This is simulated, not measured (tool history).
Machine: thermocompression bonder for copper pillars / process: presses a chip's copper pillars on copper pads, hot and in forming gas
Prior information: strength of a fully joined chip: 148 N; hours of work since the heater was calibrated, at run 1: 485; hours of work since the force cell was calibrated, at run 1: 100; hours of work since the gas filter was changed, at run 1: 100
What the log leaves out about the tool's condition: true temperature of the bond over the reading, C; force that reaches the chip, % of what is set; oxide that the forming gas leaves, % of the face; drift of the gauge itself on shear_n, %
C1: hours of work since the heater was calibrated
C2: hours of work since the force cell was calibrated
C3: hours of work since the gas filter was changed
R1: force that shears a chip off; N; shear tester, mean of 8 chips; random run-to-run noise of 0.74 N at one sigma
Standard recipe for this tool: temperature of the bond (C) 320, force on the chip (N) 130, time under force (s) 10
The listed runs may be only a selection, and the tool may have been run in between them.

{"run": 1, "hour": 0.0, "temperature of the bond (C)": 320, "force on the chip (N)": 130, "time under force (s)": 10, "C1": 485, "C2": 100, "C3": 100, "R1": 52}
{"run": 2, "hour": 17.1, "temperature of the bond (C)": 320, "force on the chip (N)": 130, "time under force (s)": 10, "C1": 494, "C2": 109, "C3": 109, "R1": 50.9}
{"run": 3, "hour": 36.8, "temperature of the bond (C)": 320, "force on the chip (N)": 130, "time under force (s)": 10, "C1": 505, "C2": 119, "C3": 119, "R1": 49.7}
{"run": 4, "hour": 65.6, "temperature of the bond (C)": 320, "force on the chip (N)": 130, "time under force (s)": 10, "C1": 520, "C2": 135, "C3": 135, "R1": 50.7}
{"run": 5, "hour": 83.1, "temperature of the bond (C)": 320, "force on the chip (N)": 130, "time under force (s)": 25, "C1": 529, "C2": 144, "C3": 144, "R1": 68}
{"run": 6, "hour": 103.7, "temperature of the bond (C)": 320, "force on the chip (N)": 130, "time under force (s)": 25, "C1": 540, "C2": 155, "C3": 155, "R1": 67.9}
{"run": 7, "hour": 126.4, "temperature of the bond (C)": 320, "force on the chip (N)": 130, "time under force (s)": 25, "C1": 552, "C2": 167, "C3": 167, "R1": 69.1}
{"run": 8, "hour": 148.4, "temperature of the bond (C)": 320, "force on the chip (N)": 179, "time under force (s)": 22, "C1": 563, "C2": 178, "C3": 178, "R1": 84.5}
{"run": 9, "hour": 173.5, "temperature of the bond (C)": 320, "force on the chip (N)": 179, "time under force (s)": 22, "C1": 577, "C2": 192, "C3": 192, "R1": 84.3}
{"hour": 193.4, "done": "forming gas filter changed"}
{"run": 10, "hour": 195.3, "temperature of the bond (C)": 302, "force on the chip (N)": 123, "time under force (s)": 6, "C1": 588, "C2": 203, "C3": 1, "R1": 34.8}
{"run": 11, "hour": 216.2, "temperature of the bond (C)": 316, "force on the chip (N)": 138, "time under force (s)": 12, "C1": 599, "C2": 214, "C3": 12, "R1": 59.7}
{"run": 12, "hour": 239.9, "temperature of the bond (C)": 316, "force on the chip (N)": 138, "time under force (s)": 12, "C1": 612, "C2": 226, "C3": 25, "R1": 58.9}
{"run": 13, "hour": 266.9, "temperature of the bond (C)": 342, "force on the chip (N)": 130, "time under force (s)": 13, "C1": 626, "C2": 241, "C3": 39, "R1": 73.6}

Each row is a separate what-if for the run after 13, all from the same tool condition, not one after another. Results?
{"run": "A", "hour": 286.9, "temperature of the bond (C)": 303, "force on the chip (N)": 144, "time under force (s)": 13, "C1": 636, "C2": 251, "C3": 49, "R1": "?"}
{"run": "B", "hour": 286.9, "temperature of the bond (C)": 302, "force on the chip (N)": 113, "time under force (s)": 24, "C1": 636, "C2": 251, "C3": 49, "R1": "?"}
{"run": "C", "hour": 286.9, "temperature of the bond (C)": 320, "force on the chip (N)": 130, "time under force (s)": 26, "C1": 636, "C2": 251, "C3": 49, "R1": "?"}

run=A R1=54.8
run=B R1=53.1
run=C R1=76.8
Without the tool's hidden state the same runs would have given:
run=A R1=55.1
run=B R1=53.4
run=C R1=77.7
